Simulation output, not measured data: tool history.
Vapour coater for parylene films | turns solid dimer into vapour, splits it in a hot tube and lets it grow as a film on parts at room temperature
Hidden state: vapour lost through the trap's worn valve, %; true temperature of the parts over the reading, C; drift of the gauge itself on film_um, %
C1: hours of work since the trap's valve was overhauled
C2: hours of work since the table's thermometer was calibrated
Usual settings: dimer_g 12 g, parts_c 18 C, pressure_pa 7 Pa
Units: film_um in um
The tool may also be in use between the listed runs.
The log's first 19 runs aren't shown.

run 20 hour=388.7 | dimer_g=12 parts_c=18 pressure_pa=7 | C1=175 C2=618 | film_um=6.19
run 21 hour=403.8 | dimer_g=12 parts_c=18 pressure_pa=7 | C1=182 C2=626 | film_um=6.08
run 22 hour=429.3 | dimer_g=12 parts_c=18 pressure_pa=7 | C1=195 C2=638 | film_um=6.14
run 23 hour=453.1 | dimer_g=15 parts_c=27 pressure_pa=7 | C1=206 C2=650 | film_um=4.81
run 24 hour=470.9 | dimer_g=12 parts_c=16 pressure_pa=2.49 | C1=215 C2=659 | film_um=7.21
run 25 hour=485 | dimer_g=10 parts_c=30 pressure_pa=7 | C1=222 C2=666 | film_um=2.78
run 26 hour=504.4 | dimer_g=8 parts_c=23 pressure_pa=8.21 | C1=232 C2=675 | film_um=3.11
run 27 hour=525.1 | dimer_g=8 parts_c=23 pressure_pa=8.21 | C1=242 C2=686 | film_um=3.15
run 28 hour=547.8 | dimer_g=12 parts_c=13 pressure_pa=2.43 | C1=253 C2=697 | film_um=8.39
run 29 hour=574.7 | dimer_g=12 parts_c=13 pressure_pa=2.43 | C1=266 C2=710 | film_um=8.38
run 30 hour=597.4 | dimer_g=12 parts_c=13 pressure_pa=2.43 | C1=278 C2=721 | film_um=8.4
run 31 hour=623.6 | dimer_g=12 parts_c=16 pressure_pa=2.58 | C1=291 C2=734 | film_um=7.24
run 32 hour=635.2 | dimer_g=12 parts_c=17 pressure_pa=4.38 | C1=296 C2=740 | film_um=6.5
run 33 hour=654.7 | dimer_g=18 parts_c=14 pressure_pa=2.94 | C1=306 C2=750 | film_um=11.66
run 34 hour=682.6 | dimer_g=6 parts_c=14 pressure_pa=2.99 | C1=320 C2=763 | film_um=3.93
run 35 hour=709.5 | dimer_g=6 parts_c=14 pressure_pa=2.99 | C1=333 C2=777 | film_um=3.9
run 36 hour=738.2 | dimer_g=5 parts_c=18 pressure_pa=2.99 | C1=347 C2=791 | film_um=2.64
-- hour=752.3 trap's valve overhauled
run 37 hour=760.7 | dimer_g=5 parts_c=18 pressure_pa=2.99 | C1=4 C2=800 | film_um=2.73

Run 38 comes next. What will it give?
run 38 hour=774.8 | dimer_g=17 parts_c=19 pressure_pa=2.71 | C1=11 C2=807 | film_um=?

film_um: 8.71 um
Without the tool's hidden state the same run would have given film_um 8.7 um.
